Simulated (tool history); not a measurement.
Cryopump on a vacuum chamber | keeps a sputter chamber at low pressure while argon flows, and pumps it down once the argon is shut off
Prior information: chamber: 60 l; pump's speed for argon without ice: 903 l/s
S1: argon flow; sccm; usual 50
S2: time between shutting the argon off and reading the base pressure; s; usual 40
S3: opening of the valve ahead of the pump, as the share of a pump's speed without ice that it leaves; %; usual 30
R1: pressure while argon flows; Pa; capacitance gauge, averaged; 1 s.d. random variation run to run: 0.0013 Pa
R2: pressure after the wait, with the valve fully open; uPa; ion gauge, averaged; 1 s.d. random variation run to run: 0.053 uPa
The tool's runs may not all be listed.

Run 1, hour 0.0: usual settings. Result: R1 0.3143 Pa, R2 6.03 uPa.
Run 2, hour 33.7: usual settings but S2 76 s. Result: R1 0.3151 Pa, R2 4.50 uPa.
Run 3, hour 79.3: usual settings. Result: R1 0.3162 Pa, R2 6.00 uPa.
Run 4, hour 112.8: usual settings. Result: R1 0.3157 Pa, R2 5.79 uPa.
Run 5, hour 140.0: usual settings. Result: R1 0.3191 Pa, R2 5.96 uPa.
Run 6, hour 186.3: usual settings. Result: R1 0.3195 Pa, R2 5.99 uPa.
Run 7, hour 209.0: usual settings but S1 92 sccm. Result: R1 0.5850 Pa, R2 6.14 uPa.
Run 8, hour 254.8: usual settings but S3 51 %. Result: R1 0.1908 Pa, R2 6.21 uPa.
Run 9, hour 293.3: usual settings but S2 37 s, S3 27 %. Result: R1 0.3537 Pa, R2 6.48 uPa.
Run 10, hour 322.4: usual settings but S2 28 s, S3 33 %. Result: R1 0.2922 Pa, R2 7.32 uPa.
Run 11, hour 359.9: usual settings but S2 28 s, S3 33 %. Result: R1 0.2903 Pa, R2 7.44 uPa.
Run 12, hour 380.2: usual settings but S2 28 s, S3 33 %. Result: R1 0.2918 Pa, R2 7.50 uPa.
Run 13, hour 423.6: usual settings but S2 28 s, S3 33 %. Result: R1 0.2932 Pa, R2 7.63 uPa.
Run 14, hour 459.2: usual settings but S2 28 s, S3 33 %. Result: R1 0.2946 Pa, R2 7.92 uPa.

Branching from run 14: 3 alternative next runs. What would each branch give?
Run A, hour 505.9: usual settings but S1 56 sccm, S2 32 s. Result: R1 ?, R2 ?.
Run B, hour 505.9: usual settings but S2 28 s, S3 37 %. Result: R1 ?, R2 ?.
Run C, hour 505.9: usual settings but S1 94 sccm, S2 64 s, S3 52 %. Result: R1 ?, R2 ?.

run      R1    R2
  A  0.3636  7.12
  B  0.2671  7.81
  C  0.3606  5.49
Take away the tool's hidden state, keep each run's random variation, and the runs would have read:
run      R1    R2
  A  0.3503  3.89
  B  0.2551  4.51
  C  0.3382  2.17
